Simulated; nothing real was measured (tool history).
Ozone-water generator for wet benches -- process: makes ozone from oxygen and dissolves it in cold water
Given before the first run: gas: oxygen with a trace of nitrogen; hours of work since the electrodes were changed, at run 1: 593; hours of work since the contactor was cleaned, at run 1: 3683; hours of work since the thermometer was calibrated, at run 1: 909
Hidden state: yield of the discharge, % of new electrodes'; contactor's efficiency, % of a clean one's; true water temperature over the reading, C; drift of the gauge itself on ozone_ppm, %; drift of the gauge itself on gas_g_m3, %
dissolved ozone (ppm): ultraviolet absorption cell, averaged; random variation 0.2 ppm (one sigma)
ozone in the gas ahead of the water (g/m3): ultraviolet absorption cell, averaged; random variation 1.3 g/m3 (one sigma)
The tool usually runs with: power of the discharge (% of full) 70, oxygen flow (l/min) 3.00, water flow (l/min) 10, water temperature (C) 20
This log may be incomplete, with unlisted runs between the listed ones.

run	hour	power of the discharge (% of full)	oxygen flow (l/min)	water flow (l/min)	water temperature (C)	hours of work since the electrodes were changed	hours of work since the contactor was cleaned	hours of work since the thermometer was calibrated	dissolved ozone (ppm)	ozone in the gas ahead of the water (g/m3)
1	0.0	70	3.00	10	20	593	3683	909	29.4	228.6
2	132.3	70	3.00	10	20	694	3784	1010	29.7	229.7
3	211.6	70	3.00	6	20	755	3845	1071	40.2	229.5
4	330.3	70	3.00	6	20	846	3936	1162	39.8	229.0
5	405.6	70	3.00	10	20	904	3994	1220	29.4	228.7
6	516.9	70	3.00	10	20	989	4079	1305	29.6	228.7
7	582.5	70	3.00	10	20	1039	4129	1356	29.3	230.9
8	689.1	92	3.00	10	20	1121	4211	1437	34.1	266.9
9	755.7	92	3.00	10	20	1172	4262	1488	33.9	266.0
10	851.3	70	3.00	10	25	1246	4335	1562	27.2	229.2
11	998.6	70	3.00	10	25	1359	4448	1675	26.9	227.3
12	1132.3	70	3.75	14	25	1461	4551	1777	21.2	207.1
13	1199.9	70	3.75	14	25	1513	4603	1829	21.4	208.0
14	1332.7	70	2.85	10	13	1615	4705	1931	32.4	234.2
15	1461.4	79	5.32	10	20	1714	4803	2030	30.6	188.7
16	1603.8	70	2.73	10	21	1823	4913	2139	29.2	239.8
17	1697.2	70	2.73	10	21	1894	4984	2211	29.1	237.8
18	1794.0	70	2.73	10	21	1969	5059	2285	28.7	236.9
19	1911.2	70	2.73	10	21	2058	5148	2375	28.7	237.7
20	1984.3	70	2.73	10	21	2115	5204	2431	28.6	238.0
21	2094.9	70	3.04	8	20	2199	5289	2516	33.6	224.0

Consider 5 possible next runs. They are alternatives, not a sequence: every one starts from the tool as it was left by run 21. What does each give?
A	2234.8	70	3.04	12	20	2307	5397	2623	?	?
B	2234.8	70	2.73	10	20	2307	5397	2623	?	?
C	2234.8	70	2.85	8	18	2307	5397	2623	?	?
D	2234.8	70	1.55	10	26	2307	5397	2623	?	?
E	2234.8	70	3.04	8	19	2307	5397	2623	?	?

run	dissolved ozone (ppm)	ozone in the gas ahead of the water (g/m3)
A	25.5	227.7
B	29.1	237.4
C	35.2	234.7
D	25.0	306.3
E	34.5	226.0
The same runs, with their run-to-run variation unchanged, on a tool lacking any hidden condition would have given:
run	dissolved ozone (ppm)	ozone in the gas ahead of the water (g/m3)
A	25.6	231.5
B	29.1	241.3
C	35.3	238.6
D	25.1	311.4
E	34.6	229.8

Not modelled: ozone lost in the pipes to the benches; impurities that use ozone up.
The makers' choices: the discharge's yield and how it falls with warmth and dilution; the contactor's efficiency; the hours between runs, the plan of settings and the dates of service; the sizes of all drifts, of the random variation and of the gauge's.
